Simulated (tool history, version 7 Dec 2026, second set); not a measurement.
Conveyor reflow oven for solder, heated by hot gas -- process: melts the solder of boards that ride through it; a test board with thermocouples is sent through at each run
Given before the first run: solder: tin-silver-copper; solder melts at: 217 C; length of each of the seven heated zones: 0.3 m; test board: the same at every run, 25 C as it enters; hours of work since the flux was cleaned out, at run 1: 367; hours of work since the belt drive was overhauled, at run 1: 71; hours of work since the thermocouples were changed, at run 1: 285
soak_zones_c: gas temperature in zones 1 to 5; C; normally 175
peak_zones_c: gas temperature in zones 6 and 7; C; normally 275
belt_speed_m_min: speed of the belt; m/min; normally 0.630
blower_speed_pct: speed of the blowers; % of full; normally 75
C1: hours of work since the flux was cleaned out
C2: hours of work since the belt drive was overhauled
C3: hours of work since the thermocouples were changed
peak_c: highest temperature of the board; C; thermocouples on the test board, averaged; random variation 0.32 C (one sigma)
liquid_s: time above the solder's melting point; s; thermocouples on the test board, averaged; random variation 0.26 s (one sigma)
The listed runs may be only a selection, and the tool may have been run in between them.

Run 1, day 0.000: usual settings; C1 367; C2 71; C3 285. Result: peak_c 263.6 C, liquid_s 49.2 s.
Run 2, day 1.183: usual settings; C1 386; C2 90; C3 304. Result: peak_c 263.8 C, liquid_s 48.9 s.
At day 1.512: flux residue cleaned out of gas plates and filters.
Run 3, day 3.029: usual settings; C1 24; C2 115; C3 329. Result: peak_c 265.0 C, liquid_s 49.3 s.
Run 4, day 3.900: usual settings but blower_speed_pct 62 % of full; C1 37; C2 129; C3 343. Result: peak_c 261.7 C, liquid_s 48.2 s.
Run 5, day 5.708: usual settings but blower_speed_pct 62 % of full; C1 65; C2 157; C3 371. Result: peak_c 261.6 C, liquid_s 48.1 s.
Run 6, day 6.896: usual settings; C1 84; C2 175; C3 389. Result: peak_c 265.0 C, liquid_s 49.7 s.
Run 7, day 9.004: usual settings; C1 117; C2 208; C3 422. Result: peak_c 263.8 C, liquid_s 49.7 s.
Run 8, day 10.283: usual settings; C1 136; C2 228; C3 442. Result: peak_c 264.2 C, liquid_s 49.3 s.
Run 9, day 11.217: usual settings but peak_zones_c 280 C; C1 151; C2 242; C3 457. Result: peak_c 269.3 C, liquid_s 51.3 s.
Run 10, day 12.346: usual settings but soak_zones_c 184 C, peak_zones_c 280 C; C1 169; C2 260; C3 474. Result: peak_c 270.3 C, liquid_s 53.4 s.
Run 11, day 13.517: usual settings but soak_zones_c 184 C, peak_zones_c 280 C, blower_speed_pct 78 % of full; C1 187; C2 278; C3 492. Result: peak_c 270.9 C, liquid_s 53.8 s.
Run 12, day 14.904: usual settings but soak_zones_c 170 C, belt_speed_m_min 0.595 m/min; C1 208; C2 300; C3 514. Result: peak_c 265.9 C, liquid_s 51.9 s.
Run 13, day 16.088: usual settings but peak_zones_c 273 C, blower_speed_pct 66 % of full; C1 227; C2 318; C3 532. Result: peak_c 261.1 C, liquid_s 47.7 s.
Run 14, day 17.542: usual settings but peak_zones_c 273 C, blower_speed_pct 66 % of full; C1 249; C2 341; C3 555. Result: peak_c 261.0 C, liquid_s 48.0 s.
Run 15, day 18.908: usual settings but soak_zones_c 184 C, belt_speed_m_min 0.616 m/min, blower_speed_pct 62 % of full; C1 271; C2 362; C3 576. Result: peak_c 263.8 C, liquid_s 52.2 s.
Run 16, day 20.083: usual settings but peak_zones_c 284 C, belt_speed_m_min 0.625 m/min, blower_speed_pct 61 % of full; C1 289; C2 380; C3 595. Result: peak_c 270.3 C, liquid_s 51.7 s.
Run 17, day 22.021: usual settings but soak_zones_c 168 C, peak_zones_c 278 C, belt_speed_m_min 0.604 m/min, blower_speed_pct 68 % of full; C1 319; C2 411; C3 625. Result: peak_c 266.9 C, liquid_s 50.5 s.
Run 18, day 23.283: usual settings but soak_zones_c 168 C, peak_zones_c 278 C, belt_speed_m_min 0.604 m/min, blower_speed_pct 68 % of full; C1 339; C2 430; C3 644. Result: peak_c 266.0 C, liquid_s 51.0 s.
Run 19, day 25.171: usual settings but blower_speed_pct 52 % of full; C1 368; C2 460; C3 674. Result: peak_c 259.5 C, liquid_s 46.1 s.

What will run 20 give?
At day 26.671: flux residue cleaned out of gas plates and filters.
Run 20, day 27.000: usual settings but blower_speed_pct 52 % of full; C1 5; C2 485; C3 699. Result: peak_c ?, liquid_s ?.

Run 20 came out at peak_c 259.8 C, liquid_s 46.6 s.
With the hidden condition absent and the run-to-run variation left alone, this run would have shown peak_c 258.3 C, liquid_s 45.5 s.
